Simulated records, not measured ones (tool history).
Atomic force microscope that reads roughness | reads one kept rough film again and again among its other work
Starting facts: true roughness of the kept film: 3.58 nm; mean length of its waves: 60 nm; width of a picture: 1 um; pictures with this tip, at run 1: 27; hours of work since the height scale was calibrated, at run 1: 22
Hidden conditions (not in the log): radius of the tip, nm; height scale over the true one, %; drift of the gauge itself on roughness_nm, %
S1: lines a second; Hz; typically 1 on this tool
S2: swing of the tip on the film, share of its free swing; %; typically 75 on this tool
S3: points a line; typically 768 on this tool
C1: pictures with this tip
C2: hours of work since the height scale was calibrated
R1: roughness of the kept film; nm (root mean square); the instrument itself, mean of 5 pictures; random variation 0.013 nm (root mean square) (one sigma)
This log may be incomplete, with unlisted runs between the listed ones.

run  hour    S1  S2   S3  C1  C2     R1
  1     0     1  75  768  27  22  3.168
  2   8.2     1  75  768  44  28  3.173
  3  12.6     1  75  768  53  31  3.182
  4    17     1  75  768  63  35  3.151
     19.3  -- new tip fitted
  5    22     1  62  768   6  38  3.295
  6  31.3     1  62  768  26  45  3.337
  7  41.2     1  62  768  47  53  3.319
  8  48.2     1  62  768  62  59  3.322
     50.8  -- new tip fitted
  9  54.1     1  78  276   7  63   3.14
 10  61.7  0.98  86  569  23  69  3.004
 11  67.3  0.98  86  569  35  73  3.007
 12  73.9  3.04  75  612  49  78   2.75
 13  80.8  3.04  75  612  63  83  2.748
     82.8  -- new tip fitted
 14  90.1  1.13  75  433  15  90  3.106
 15  99.9  1.13  75  433  36  98  3.135

Hidden condition of the tool, last listed run before each entry between runs versus first listed run after:
From run 4 to run 5: new tip fitted (hour 19.3)
  radius of the tip, nm: 10.7 -> 10.1
From run 8 to run 9: new tip fitted (hour 50.8)
  radius of the tip, nm: 10.8 -> 10.1
From run 13 to run 14: new tip fitted (hour 82.8)
  radius of the tip, nm: 10.8 -> 10.2
